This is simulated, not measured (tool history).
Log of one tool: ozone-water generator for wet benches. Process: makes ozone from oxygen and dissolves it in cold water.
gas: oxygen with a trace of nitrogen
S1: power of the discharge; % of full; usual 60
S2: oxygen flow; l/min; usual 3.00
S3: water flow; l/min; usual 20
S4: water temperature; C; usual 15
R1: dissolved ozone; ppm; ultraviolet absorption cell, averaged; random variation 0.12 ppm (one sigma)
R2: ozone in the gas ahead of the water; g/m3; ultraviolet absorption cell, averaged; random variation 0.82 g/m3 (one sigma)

{"run": 1, "hour": 0.0, "S1": 60, "S2": 3.0, "S3": 20, "S4": 15, "R1": 11.2, "R2": 129.6}
{"run": 2, "hour": 25.8, "S1": 60, "S2": 3.0, "S3": 20, "S4": 15, "R1": 11.1, "R2": 128.1}
{"run": 3, "hour": 50.6, "S1": 59, "S2": 3.0, "S3": 20, "S4": 15, "R1": 11.1, "R2": 127.8}
{"run": 4, "hour": 70.1, "S1": 60, "S2": 3.0, "S3": 20, "S4": 15, "R1": 11.1, "R2": 128.3}
{"run": 5, "hour": 92.1, "S1": 60, "S2": 3.0, "S3": 20, "S4": 7, "R1": 12.0, "R2": 130.9}
{"run": 6, "hour": 122.5, "S1": 60, "S2": 3.0, "S3": 20, "S4": 15, "R1": 11.1, "R2": 128.8}
{"run": 7, "hour": 142.9, "S1": 68, "S2": 3.0, "S3": 20, "S4": 15, "R1": 12.2, "R2": 138.9}
{"run": 8, "hour": 177.8, "S1": 60, "S2": 3.89, "S3": 20, "S4": 15, "R1": 11.9, "R2": 117.1}
{"run": 9, "hour": 208.6, "S1": 60, "S2": 1.7, "S3": 20, "S4": 15, "R1": 9.0, "R2": 159.8}
{"run": 10, "hour": 252.2, "S1": 60, "S2": 1.7, "S3": 20, "S4": 15, "R1": 9.1, "R2": 160.4}
{"run": 11, "hour": 298.6, "S1": 60, "S2": 3.79, "S3": 24, "S4": 15, "R1": 10.6, "R2": 118.3}
{"run": 12, "hour": 340.5, "S1": 51, "S2": 3.0, "S3": 16, "S4": 11, "R1": 12.7, "R2": 116.2}
{"run": 13, "hour": 372.0, "S1": 64, "S2": 5.32, "S3": 18, "S4": 13, "R1": 14.8, "R2": 107.8}
{"run": 14, "hour": 408.7, "S1": 64, "S2": 5.32, "S3": 18, "S4": 13, "R1": 14.8, "R2": 107.5}
{"run": 15, "hour": 440.1, "S1": 61, "S2": 1.54, "S3": 13, "S4": 16, "R1": 13.1, "R2": 168.1}

5 ways to go on from here, each from the tool as it stands after run 15. What would each give?
{"run": "A", "hour": 471.8, "S1": 61, "S2": 1.99, "S3": 13, "S4": 11, "R1": "?", "R2": "?"}
{"run": "B", "hour": 471.8, "S1": 46, "S2": 2.25, "S3": 13, "S4": 9, "R1": "?", "R2": "?"}
{"run": "C", "hour": 471.8, "S1": 61, "S2": 1.54, "S3": 13, "S4": 11, "R1": "?", "R2": "?"}
{"run": "D", "hour": 471.8, "S1": 82, "S2": 1.6, "S3": 20, "S4": 16, "R1": "?", "R2": "?"}
{"run": "E", "hour": 471.8, "S1": 60, "S2": 3.0, "S3": 21, "S4": 15, "R1": "?", "R2": "?"}

run=A R1=14.7 R2=153.4
run=B R1=13.0 R2=121.9
run=C R1=13.5 R2=168.8
run=D R1=10.7 R2=198.1
run=E R1=10.8 R2=129.6
Without the tool's hidden state the same runs would have given:
run=A R1=14.7 R2=153.4
run=B R1=13.0 R2=121.9
run=C R1=13.5 R2=168.8
run=D R1=10.7 R2=198.2
run=E R1=10.8 R2=129.6

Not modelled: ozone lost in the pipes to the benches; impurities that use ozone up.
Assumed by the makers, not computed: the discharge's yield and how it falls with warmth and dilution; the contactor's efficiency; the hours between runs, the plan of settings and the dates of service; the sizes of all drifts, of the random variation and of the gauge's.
